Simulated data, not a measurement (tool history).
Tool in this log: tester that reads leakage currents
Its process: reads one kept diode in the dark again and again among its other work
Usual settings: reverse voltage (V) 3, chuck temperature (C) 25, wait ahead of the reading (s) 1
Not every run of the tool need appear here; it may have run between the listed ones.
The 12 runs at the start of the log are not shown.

run,hour,reverse voltage (V),chuck temperature (C),wait ahead of the reading (s),current that the tester gives (pA)
13,381.7,2.69,25,1,95.08
14,424.4,3,28,1,125.54
15,463.4,3,25,1.57,100.92
16,505.1,3,25,1.57,100.52
17,540.3,3,25,1.57,100.48
18,571.9,3,25,1.57,100.7
19,613.1,3,25,1.57,100.11
20,656,3,25,1.57,100.78
21,673.5,7.12,25,6.5,155.36
22,693.2,2.51,23,0.57,79.36
23,728.5,19.05,47,1.79,1186.11
24,754.6,16.42,47,1.79,1104.84
25,782.7,3,20,0.44,69.93
26,802.4,7.35,25,1,159.08
27,823.7,5.73,48,3.67,686.23
28,861.7,5.73,52,3.67,883.26
29,895.5,3,54,4.78,719.23
30,913.5,3,39,1,273.25
31,938.6,3,39,1,271.96
32,965.7,3,39,1,272.21
33,1004.1,3,46,1,434.31
34,1047.2,3,22,9.45,79.58
35,1067,3,25,8.63,99.95

Forecast each of these 5 alternatives for the next run:
A,1088.6,3,25,8.63,?
B,1088.6,2.21,25,2.3,?
C,1088.6,8.74,25,8.63,?
D,1088.6,3,25,4.86,?
E,1088.6,1.17,37,0.52,?

run,current that the tester gives (pA)
A,100.05
B,85.8
C,171.87
D,100.59
E,146.99
With no hidden state in the tool, these same runs would have given:
run,current that the tester gives (pA)
A,99.92
B,85.7
C,171.56
D,100.46
E,146.87
